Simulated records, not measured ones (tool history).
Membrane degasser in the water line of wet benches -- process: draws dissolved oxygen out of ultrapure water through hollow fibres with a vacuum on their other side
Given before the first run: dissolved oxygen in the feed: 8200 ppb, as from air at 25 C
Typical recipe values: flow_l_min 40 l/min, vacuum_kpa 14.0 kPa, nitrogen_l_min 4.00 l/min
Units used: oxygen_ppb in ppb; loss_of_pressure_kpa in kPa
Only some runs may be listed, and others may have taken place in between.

run	hour	flow_l_min	vacuum_kpa	nitrogen_l_min	oxygen_ppb	loss_of_pressure_kpa
1	0.0	40	14.0	4.00	262.3	51.83
2	40.8	40	24.3	4.00	482.4	52.57
3	92.7	40	30.7	4.00	623.0	51.96
4	116.6	40	14.0	4.00	256.4	52.26
5	160.6	40	14.0	4.00	257.6	52.14
6	214.6	40	14.0	4.00	259.7	52.23
7	254.9	40	14.0	4.00	259.6	52.71
8	305.2	40	14.0	4.00	256.9	52.14
9	358.0	40	14.0	4.00	258.5	52.51
10	398.2	40	14.0	4.00	261.1	52.57
# hour 403.4: vacuum gauge calibrated
11	449.3	40	14.0	4.00	257.9	52.27
12	477.8	40	14.0	4.00	260.7	52.70
13	526.7	40	14.0	4.78	222.1	52.39
14	568.8	40	14.0	4.78	225.0	52.54
# hour 606.0: vacuum gauge calibrated, once more
15	608.8	40	14.0	10.57	109.3	52.60
16	665.8	40	14.0	8.10	138.2	52.36
17	720.6	40	14.0	8.10	137.8	52.38
18	743.7	36	14.0	2.78	318.2	47.40
19	780.9	32	14.0	11.15	79.8	42.24
20	809.3	32	14.0	11.15	78.4	41.93
21	864.0	56	12.0	7.81	189.3	73.91
22	897.5	44	14.0	9.22	138.5	58.00
23	947.9	25	15.2	4.00	179.0	33.17
24	1003.3	55	17.2	4.00	456.7	71.95
25	1060.0	55	17.2	4.00	462.8	72.58
26	1088.3	41	10.5	4.92	152.5	54.18
27	1140.0	34	12.3	3.36	215.7	44.59
28	1175.7	40	16.8	4.00	320.3	52.38
29	1212.4	40	16.8	4.00	318.0	52.90
30	1237.9	26	26.0	7.59	188.1	34.49
31	1265.1	34	14.0	4.58	194.7	44.62

Forecast each of these 5 alternatives for the next run:
A	1290.6	40	26.4	3.98	?	?
B	1290.6	44	19.3	2.72	?	?
C	1290.6	33	10.4	4.58	?	?
D	1290.6	40	34.2	4.00	?	?
E	1290.6	41	26.6	3.18	?	?

run	oxygen_ppb	loss_of_pressure_kpa
A	523.8	52.72
B	570.6	58.14
C	125.2	43.35
D	687.3	52.52
E	666.7	54.17
Without the tool's unlogged condition, the same runs would have read:
run	oxygen_ppb	loss_of_pressure_kpa
A	522.5	51.94
B	569.4	57.28
C	124.8	42.70
D	685.7	51.74
E	665.3	53.37
